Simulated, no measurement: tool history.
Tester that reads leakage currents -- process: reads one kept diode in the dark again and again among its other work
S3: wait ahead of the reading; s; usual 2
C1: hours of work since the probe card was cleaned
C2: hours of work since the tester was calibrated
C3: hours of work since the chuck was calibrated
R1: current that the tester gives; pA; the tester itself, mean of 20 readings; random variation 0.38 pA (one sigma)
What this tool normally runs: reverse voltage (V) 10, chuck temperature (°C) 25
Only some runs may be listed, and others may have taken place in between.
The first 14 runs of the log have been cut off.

{"run": 15, "hour": 1914.9, "reverse voltage (V)": 10, "chuck temperature (°C)": 25, "S3": 0.92, "C1": 1862, "C2": 375, "C3": 2154, "R1": 126.4}
{"run": 16, "hour": 2004.5, "reverse voltage (V)": 10, "chuck temperature (°C)": 25, "S3": 1.39, "C1": 1928, "C2": 441, "C3": 2219, "R1": 125.28}
{"run": 17, "hour": 2142.7, "reverse voltage (V)": 2.6, "chuck temperature (°C)": 25, "S3": 2, "C1": 2029, "C2": 542, "C3": 2321, "R1": 57.03}
{"hour": 2205.6, "done": "chuck's temperature calibrated"}
{"run": 18, "hour": 2329.1, "reverse voltage (V)": 2.6, "chuck temperature (°C)": 25, "S3": 2, "C1": 2164, "C2": 677, "C3": 90, "R1": 64.54}
{"run": 19, "hour": 2522.8, "reverse voltage (V)": 10, "chuck temperature (°C)": 25, "S3": 2.68, "C1": 2306, "C2": 818, "C3": 232, "R1": 141.07}
{"hour": 2651.6, "done": "probe card cleaned and baked"}
{"run": 20, "hour": 2700.7, "reverse voltage (V)": 11, "chuck temperature (°C)": 27, "S3": 0.56, "C1": 36, "C2": 946, "C3": 360, "R1": 152.86}
{"run": 21, "hour": 2809.5, "reverse voltage (V)": 2.2, "chuck temperature (°C)": 23, "S3": 6.78, "C1": 115, "C2": 1026, "C3": 439, "R1": 46.12}
{"run": 22, "hour": 2991.6, "reverse voltage (V)": 2.2, "chuck temperature (°C)": 23, "S3": 6.78, "C1": 249, "C2": 1159, "C3": 573, "R1": 45.92}
{"run": 23, "hour": 3176.9, "reverse voltage (V)": 2.2, "chuck temperature (°C)": 46, "S3": 1.82, "C1": 384, "C2": 1295, "C3": 708, "R1": 228.24}
{"run": 24, "hour": 3296.6, "reverse voltage (V)": 6.4, "chuck temperature (°C)": 42, "S3": 1.04, "C1": 472, "C2": 1382, "C3": 796, "R1": 310.66}
{"run": 25, "hour": 3469.3, "reverse voltage (V)": 6.4, "chuck temperature (°C)": 42, "S3": 8.78, "C1": 598, "C2": 1509, "C3": 922, "R1": 309.21}
{"run": 26, "hour": 3663.4, "reverse voltage (V)": 13.2, "chuck temperature (°C)": 25, "S3": 4.13, "C1": 740, "C2": 1650, "C3": 1064, "R1": 142.06}
{"run": 27, "hour": 3747.2, "reverse voltage (V)": 1.2, "chuck temperature (°C)": 45, "S3": 1.31, "C1": 801, "C2": 1712, "C3": 1125, "R1": 152.23}
{"run": 28, "hour": 3876.1, "reverse voltage (V)": 6.1, "chuck temperature (°C)": 29, "S3": 0.44, "C1": 896, "C2": 1806, "C3": 1220, "R1": 125.95}
{"run": 29, "hour": 4030.7, "reverse voltage (V)": 6.1, "chuck temperature (°C)": 29, "S3": 0.44, "C1": 1009, "C2": 1919, "C3": 1333, "R1": 126.24}
{"run": 30, "hour": 4203.2, "reverse voltage (V)": 1.6, "chuck temperature (°C)": 22, "S3": 4.12, "C1": 1135, "C2": 2045, "C3": 1459, "R1": 35.48}
{"run": 31, "hour": 4357.4, "reverse voltage (V)": 1.6, "chuck temperature (°C)": 22, "S3": 4.12, "C1": 1248, "C2": 2158, "C3": 1572, "R1": 35.36}
{"run": 32, "hour": 4509.8, "reverse voltage (V)": 1.6, "chuck temperature (°C)": 22, "S3": 2.26, "C1": 1359, "C2": 2269, "C3": 1683, "R1": 35.22}
{"run": 33, "hour": 4647.8, "reverse voltage (V)": 8.2, "chuck temperature (°C)": 25, "S3": 2.27, "C1": 1460, "C2": 2370, "C3": 1784, "R1": 109.57}
{"run": 34, "hour": 4789.9, "reverse voltage (V)": 8.2, "chuck temperature (°C)": 25, "S3": 2.27, "C1": 1564, "C2": 2474, "C3": 1888, "R1": 110.07}

5 options for the next run, each taken on its own from the tool as it stands now. Forecast them:
{"run": "A", "hour": 4878.6, "reverse voltage (V)": 3.2, "chuck temperature (°C)": 45, "S3": 5.5, "C1": 1629, "C2": 2539, "C3": 1953, "R1": "?"}
{"run": "B", "hour": 4878.6, "reverse voltage (V)": 8.2, "chuck temperature (°C)": 25, "S3": 2.74, "C1": 1629, "C2": 2539, "C3": 1953, "R1": "?"}
{"run": "C", "hour": 4878.6, "reverse voltage (V)": 10, "chuck temperature (°C)": 25, "S3": 2, "C1": 1629, "C2": 2539, "C3": 1953, "R1": "?"}
{"run": "D", "hour": 4878.6, "reverse voltage (V)": 19.4, "chuck temperature (°C)": 25, "S3": 2, "C1": 1629, "C2": 2539, "C3": 1953, "R1": "?"}
{"run": "E", "hour": 4878.6, "reverse voltage (V)": 2.8, "chuck temperature (°C)": 37, "S3": 4.06, "C1": 1629, "C2": 2539, "C3": 1953, "R1": "?"}

run=A R1=247.48
run=B R1=109.66
run=C R1=124.32
run=D R1=183.22
run=E R1=136.05
The same runs, with their run-to-run variation unchanged, on a tool lacking any hidden condition would have given:
run=A R1=269.92
run=B R1=111.3
run=C R1=125
run=D R1=177.51
run=E R1=147.63
